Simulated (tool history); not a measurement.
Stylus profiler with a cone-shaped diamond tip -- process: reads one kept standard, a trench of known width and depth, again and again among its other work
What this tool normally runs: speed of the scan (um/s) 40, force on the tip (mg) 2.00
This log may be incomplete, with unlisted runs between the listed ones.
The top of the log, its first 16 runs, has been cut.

| run | day | speed of the scan (um/s) | force on the tip (mg) | depth of the trench (nm) | width of the trench's floor (um) |
|---|---|---|---|---|---|
| 17 | 8.096 | 55 | 3.33 | 505.26 | 95.41 |
| 18 | 8.621 | 55 | 3.33 | 505.34 | 95.48 |
| 19 | 9.171 | 55 | 3.33 | 505.29 | 95.43 |
|  | 9.300 | height scale calibrated on a step standard, once more |
| 20 | 9.625 | 40 | 2.26 | 504.12 | 95.40 |
| 21 | 10.083 | 11 | 4.91 | 506.98 | 95.51 |
| 22 | 10.483 | 47 | 3.09 | 505.21 | 95.44 |
| 23 | 11.075 | 71 | 1.52 | 503.14 | 95.33 |
| 24 | 11.650 | 11 | 3.23 | 505.18 | 95.48 |
| 25 | 12.258 | 37 | 1.12 | 502.54 | 95.37 |
| 26 | 12.912 | 18 | 1.14 | 502.60 | 95.44 |
| 27 | 13.604 | 24 | 4.24 | 506.57 | 95.48 |
| 28 | 14.038 | 24 | 4.24 | 506.35 | 95.43 |
| 29 | 14.700 | 27 | 1.31 | 502.88 | 95.31 |
| 30 | 15.008 | 157 | 3.69 | 505.66 | 95.21 |
| 31 | 15.496 | 157 | 3.81 | 505.97 | 95.17 |
| 32 | 16.054 | 129 | 4.64 | 506.84 | 95.28 |
| 33 | 16.658 | 123 | 4.64 | 506.82 | 95.23 |
| 34 | 17.308 | 40 | 4.30 | 506.42 | 95.39 |
| 35 | 17.621 | 40 | 4.30 | 506.42 | 95.30 |

Each row is a separate what-if for the run after 35, all from the same tool condition, not one after another. Results?
| A | 18.138 | 135 | 1.28 | ? | ? |
| B | 18.138 | 13 | 1.60 | ? | ? |
| C | 18.138 | 10 | 1.11 | ? | ? |
| D | 18.138 | 158 | 4.23 | ? | ? |

| run | depth of the trench (nm) | width of the trench's floor (um) |
|---|---|---|
| A | 502.79 | 94.99 |
| B | 503.32 | 95.43 |
| C | 502.58 | 95.41 |
| D | 506.38 | 95.18 |
Take away the tool's hidden state, keep each run's random variation, and the runs would have read:
| run | depth of the trench (nm) | width of the trench's floor (um) |
|---|---|---|
| A | 502.79 | 95.21 |
| B | 503.32 | 95.65 |
| C | 502.58 | 95.63 |
| D | 506.38 | 95.40 |

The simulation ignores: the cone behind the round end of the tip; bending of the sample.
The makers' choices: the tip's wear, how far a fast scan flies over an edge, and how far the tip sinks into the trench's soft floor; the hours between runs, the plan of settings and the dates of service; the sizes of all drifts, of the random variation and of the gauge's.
